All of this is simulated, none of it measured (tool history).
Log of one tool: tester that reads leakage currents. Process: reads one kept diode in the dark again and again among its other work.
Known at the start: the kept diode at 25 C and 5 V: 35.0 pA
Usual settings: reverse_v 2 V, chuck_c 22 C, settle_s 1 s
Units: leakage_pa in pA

{"run": 1, "hour": 0.0, "reverse_v": 2, "chuck_c": 22, "settle_s": 1, "leakage_pa": 19.22}
{"run": 2, "hour": 49.3, "reverse_v": 18.68, "chuck_c": 22, "settle_s": 1, "leakage_pa": 53.16}
{"run": 3, "hour": 138.8, "reverse_v": 18.68, "chuck_c": 22, "settle_s": 1, "leakage_pa": 53.13}
{"run": 4, "hour": 181.0, "reverse_v": 18.68, "chuck_c": 22, "settle_s": 1, "leakage_pa": 53.31}
{"run": 5, "hour": 227.2, "reverse_v": 18.68, "chuck_c": 32, "settle_s": 1, "leakage_pa": 113.93}
{"run": 6, "hour": 298.1, "reverse_v": 18.68, "chuck_c": 32, "settle_s": 1, "leakage_pa": 114.19}
{"run": 7, "hour": 364.6, "reverse_v": 18.68, "chuck_c": 32, "settle_s": 1.84, "leakage_pa": 111.62}
{"run": 8, "hour": 423.8, "reverse_v": 18.68, "chuck_c": 32, "settle_s": 1.84, "leakage_pa": 111.4}
{"run": 9, "hour": 510.6, "reverse_v": 1.07, "chuck_c": 22, "settle_s": 1, "leakage_pa": 14.75}
{"run": 10, "hour": 598.9, "reverse_v": 1.07, "chuck_c": 22, "settle_s": 1, "leakage_pa": 14.67}
{"run": 11, "hour": 668.8, "reverse_v": 1.07, "chuck_c": 22, "settle_s": 1, "leakage_pa": 14.73}
{"run": 12, "hour": 743.0, "reverse_v": 1.07, "chuck_c": 22, "settle_s": 1, "leakage_pa": 14.68}
{"run": 13, "hour": 796.1, "reverse_v": 1.07, "chuck_c": 22, "settle_s": 1, "leakage_pa": 14.83}
{"run": 14, "hour": 854.4, "reverse_v": 1.07, "chuck_c": 22, "settle_s": 1, "leakage_pa": 14.56}
{"run": 15, "hour": 917.1, "reverse_v": 4.25, "chuck_c": 25, "settle_s": 0.72, "leakage_pa": 34.67}
{"run": 16, "hour": 987.9, "reverse_v": 5.17, "chuck_c": 35, "settle_s": 0.72, "leakage_pa": 83.06}
{"run": 17, "hour": 1054.4, "reverse_v": 5.17, "chuck_c": 35, "settle_s": 0.72, "leakage_pa": 82.89}
{"run": 18, "hour": 1104.4, "reverse_v": 5.17, "chuck_c": 35, "settle_s": 0.72, "leakage_pa": 83.26}
{"run": 19, "hour": 1177.0, "reverse_v": 5.17, "chuck_c": 35, "settle_s": 0.72, "leakage_pa": 82.93}
{"run": 20, "hour": 1262.3, "reverse_v": 5.17, "chuck_c": 35, "settle_s": 0.72, "leakage_pa": 82.89}
{"run": 21, "hour": 1316.7, "reverse_v": 1.28, "chuck_c": 35, "settle_s": 1.28, "leakage_pa": 45.59}
{"run": 22, "hour": 1391.3, "reverse_v": 1.28, "chuck_c": 35, "settle_s": 1.28, "leakage_pa": 45.53}
{"run": 23, "hour": 1483.1, "reverse_v": 2, "chuck_c": 23, "settle_s": 1.52, "leakage_pa": 20.64}
{"run": 24, "hour": 1575.3, "reverse_v": 2, "chuck_c": 60, "settle_s": 5.16, "leakage_pa": 340.17}
{"run": 25, "hour": 1642.8, "reverse_v": 2.55, "chuck_c": 22, "settle_s": 1, "leakage_pa": 21.4}
{"run": 26, "hour": 1690.9, "reverse_v": 2.55, "chuck_c": 22, "settle_s": 1, "leakage_pa": 21.3}

Forecast each of these 4 alternatives for the next run:
{"run": "A", "hour": 1748.3, "reverse_v": 16.93, "chuck_c": 22, "settle_s": 2.66, "leakage_pa": "?"}
{"run": "B", "hour": 1748.3, "reverse_v": 4.1, "chuck_c": 22, "settle_s": 1, "leakage_pa": "?"}
{"run": "C", "hour": 1748.3, "reverse_v": 4.19, "chuck_c": 25, "settle_s": 1, "leakage_pa": "?"}
{"run": "D", "hour": 1748.3, "reverse_v": 9.14, "chuck_c": 35, "settle_s": 1.26, "leakage_pa": "?"}

run=A leakage_pa=47.29
run=B leakage_pa=26.36
run=C leakage_pa=33.97
run=D leakage_pa=104.74
Without the tool's hidden state the same runs would have given:
run=A leakage_pa=47.23
run=B leakage_pa=26.33
run=C leakage_pa=33.94
run=D leakage_pa=104.65
